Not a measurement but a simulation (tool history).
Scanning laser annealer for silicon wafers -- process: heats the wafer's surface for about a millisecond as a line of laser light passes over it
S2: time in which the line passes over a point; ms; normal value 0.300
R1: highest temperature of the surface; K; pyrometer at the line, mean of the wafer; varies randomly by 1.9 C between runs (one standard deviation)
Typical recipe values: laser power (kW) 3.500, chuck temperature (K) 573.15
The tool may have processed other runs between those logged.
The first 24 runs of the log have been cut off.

{"run": 25, "day": 24.162, "laser power (kW)": 3.284, "S2": 0.212, "chuck temperature (K)": 573.15, "R1": 1190.15}
{"run": 26, "day": 24.912, "laser power (kW)": 3.777, "S2": 0.291, "chuck temperature (K)": 607.15, "R1": 1477.15}
{"run": 27, "day": 25.533, "laser power (kW)": 3.318, "S2": 0.304, "chuck temperature (K)": 598.15, "R1": 1345.15}
{"run": 28, "day": 26.196, "laser power (kW)": 3.284, "S2": 0.287, "chuck temperature (K)": 598.15, "R1": 1312.15}
{"run": 29, "day": 27.521, "laser power (kW)": 3.5, "S2": 0.37, "chuck temperature (K)": 570.15, "R1": 1451.15}
{"run": 30, "day": 28.483, "laser power (kW)": 3.289, "S2": 0.354, "chuck temperature (K)": 538.15, "R1": 1331.15}
{"run": 31, "day": 29.621, "laser power (kW)": 3.03, "S2": 0.278, "chuck temperature (K)": 569.15, "R1": 1203.15}
{"run": 32, "day": 30.671, "laser power (kW)": 3.5, "S2": 0.342, "chuck temperature (K)": 578.15, "R1": 1431.15}
{"run": 33, "day": 31.592, "laser power (kW)": 3.5, "S2": 0.342, "chuck temperature (K)": 578.15, "R1": 1427.15}
{"run": 34, "day": 32.858, "laser power (kW)": 3.5, "S2": 0.264, "chuck temperature (K)": 555.15, "R1": 1304.15}
{"run": 35, "day": 33.721, "laser power (kW)": 3.165, "S2": 0.215, "chuck temperature (K)": 573.15, "R1": 1167.15}
{"run": 36, "day": 34.367, "laser power (kW)": 3.165, "S2": 0.215, "chuck temperature (K)": 573.15, "R1": 1167.15}
{"run": 37, "day": 35.592, "laser power (kW)": 3.5, "S2": 0.273, "chuck temperature (K)": 573.15, "R1": 1338.15}
{"run": 38, "day": 36.858, "laser power (kW)": 3.5, "S2": 0.273, "chuck temperature (K)": 573.15, "R1": 1336.15}
{"run": 39, "day": 37.904, "laser power (kW)": 3.452, "S2": 0.372, "chuck temperature (K)": 573.15, "R1": 1440.15}
{"run": 40, "day": 38.658, "laser power (kW)": 3.094, "S2": 0.372, "chuck temperature (K)": 607.15, "R1": 1353.15}
{"run": 41, "day": 39.658, "laser power (kW)": 3.341, "S2": 0.3, "chuck temperature (K)": 546.15, "R1": 1295.15}

3 options for the next run, each taken on its own from the tool as it stands now. Forecast them:
{"run": "A", "day": 40.208, "laser power (kW)": 3.374, "S2": 0.315, "chuck temperature (K)": 552.15, "R1": "?"}
{"run": "B", "day": 40.208, "laser power (kW)": 3.058, "S2": 0.315, "chuck temperature (K)": 556.15, "R1": "?"}
{"run": "C", "day": 40.208, "laser power (kW)": 3.341, "S2": 0.233, "chuck temperature (K)": 565.15, "R1": "?"}

run=A R1=1327.15
run=B R1=1238.15
run=C R1=1227.15
With no hidden state in the tool, these same runs would have given:
run=A R1=1328.15
run=B R1=1238.15
run=C R1=1228.15
